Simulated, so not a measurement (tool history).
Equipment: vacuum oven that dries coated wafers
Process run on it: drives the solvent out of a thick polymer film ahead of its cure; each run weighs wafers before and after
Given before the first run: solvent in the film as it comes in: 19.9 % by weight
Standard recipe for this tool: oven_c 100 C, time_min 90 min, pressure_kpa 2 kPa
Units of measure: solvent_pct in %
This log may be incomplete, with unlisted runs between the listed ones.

| run | hour | oven_c | time_min | pressure_kpa | solvent_pct |
|---|---|---|---|---|---|
| 1 | 0 | 100 | 90 | 2 | 3.51 |
| 2 | 66.5 | 100 | 90 | 2 | 3.6 |
| 3 | 131.3 | 91 | 90 | 2 | 6.55 |
| 4 | 167.1 | 91 | 60 | 2 | 8.61 |
| 5 | 254 | 91 | 60 | 7.04 | 11.13 |
| 6 | 335.4 | 100 | 90 | 2 | 3.76 |
| 7 | 394.8 | 100 | 65 | 2 | 5.42 |
| 8 | 433.8 | 100 | 90 | 2 | 3.74 |
|  | 443.6 | oven's thermocouples calibrated |
| 9 | 472.8 | 100 | 90 | 2 | 3.83 |

Run 10 comes next. What will it give?
| 10 | 558.9 | 100 | 90 | 2 | ? |

Run 10 measured solvent_pct 4.09 %.
With the hidden condition absent and the run-to-run variation left alone, this run would have shown solvent_pct 3.39 %.
